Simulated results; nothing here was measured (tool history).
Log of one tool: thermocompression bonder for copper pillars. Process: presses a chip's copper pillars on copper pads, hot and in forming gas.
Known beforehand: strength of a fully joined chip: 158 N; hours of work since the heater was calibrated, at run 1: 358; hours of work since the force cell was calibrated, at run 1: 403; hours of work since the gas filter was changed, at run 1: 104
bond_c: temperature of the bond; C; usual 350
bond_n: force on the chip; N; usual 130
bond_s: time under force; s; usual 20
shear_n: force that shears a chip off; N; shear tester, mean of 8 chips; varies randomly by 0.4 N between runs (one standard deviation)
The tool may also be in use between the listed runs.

| run | hour | bond_c | bond_n | bond_s | hours of work since the heater was calibrated | hours of work since the force cell was calibrated | hours of work since the gas filter was changed | shear_n |
|---|---|---|---|---|---|---|---|---|
| 1 | 0 | 350 | 130 | 20 | 358 | 403 | 104 | 70.6 |
| 2 | 68.9 | 350 | 130 | 20 | 391 | 436 | 137 | 70.3 |
|  | 88.3 | forming gas filter changed |
| 3 | 117 | 350 | 130 | 20 | 414 | 459 | 14 | 75.5 |
| 4 | 155.9 | 350 | 130 | 20 | 433 | 478 | 32 | 74.6 |
| 5 | 206.6 | 350 | 130 | 38 | 457 | 502 | 57 | 91.1 |
| 6 | 241.8 | 350 | 130 | 38 | 474 | 519 | 73 | 91 |
| 7 | 282.2 | 350 | 130 | 20 | 493 | 538 | 93 | 72.4 |
| 8 | 328.6 | 350 | 130 | 20 | 515 | 560 | 115 | 70.7 |
| 9 | 385 | 350 | 130 | 10 | 542 | 587 | 142 | 53.9 |
|  | 394.2 | forming gas filter changed |
| 10 | 437.2 | 350 | 130 | 10 | 567 | 612 | 21 | 58.6 |
|  | 444.8 | force cell calibrated |
| 11 | 496.7 | 350 | 130 | 33 | 595 | 25 | 48 | 86.6 |
| 12 | 529.4 | 350 | 130 | 33 | 611 | 40 | 64 | 86.6 |
| 13 | 558 | 350 | 130 | 33 | 624 | 54 | 78 | 85.2 |
| 14 | 607.7 | 335 | 84 | 22 | 648 | 78 | 101 | 35.9 |
| 15 | 648 | 335 | 84 | 22 | 667 | 97 | 121 | 36.2 |
|  | 702.4 | forming gas filter changed |
| 16 | 718.3 | 335 | 84 | 22 | 701 | 131 | 8 | 38.9 |
| 17 | 766.5 | 350 | 130 | 36 | 724 | 154 | 31 | 91.2 |
| 18 | 804.8 | 331 | 114 | 36 | 742 | 172 | 49 | 63.8 |
|  | 855.9 | force cell calibrated, once more |
| 19 | 855.9 | 331 | 114 | 36 | 766 | 0 | 73 | 67.1 |
| 20 | 884.2 | 332 | 159 | 42 | 779 | 14 | 86 | 96.7 |
| 21 | 933.2 | 341 | 130 | 13 | 803 | 37 | 110 | 58.3 |
| 22 | 964.2 | 333 | 177 | 18 | 818 | 52 | 125 | 82.2 |
| 23 | 1001.8 | 333 | 177 | 18 | 836 | 70 | 143 | 81.3 |
|  | 1010.3 | forming gas filter changed |
| 24 | 1065.1 | 322 | 130 | 16 | 866 | 100 | 26 | 52.4 |
| 25 | 1103 | 322 | 92 | 13 | 884 | 118 | 44 | 30.9 |
| 26 | 1141.2 | 358 | 108 | 12 | 902 | 136 | 63 | 58.2 |

Pick out some run-to-run changes in shear_n. Of each, how much would a tool without hidden state show as well, from the settings, what came in and chance, and how much is left for the hidden state and any gauge scatter not in both results compared?
What the log doesn't record here: true temperature of the bond over the reading, C; force that reaches the chip, % of what is set; oxide that the forming gas leaves, % of the face; drift of the gauge itself on shear_n, %.
Run 2 -> 3: forming gas filter changed. shear_n +5.2 N: hidden state +5.3, all else -0.1.
Run 13 -> 14: bond_c 350 -> 335, bond_n 130 -> 84, bond_s 33 -> 22. shear_n -49.3 N: hidden state +2, all else -51.3.
Run 16 -> 17: bond_c 335 -> 350, bond_n 84 -> 130, bond_s 22 -> 36. shear_n +52.3 N: hidden state -1.6, all else +53.9.
Run 23 -> 24: bond_c 333 -> 322, bond_n 177 -> 130, bond_s 18 -> 16, forming gas filter changed. shear_n -28.9 N: hidden state +5.2, all else -34.1.
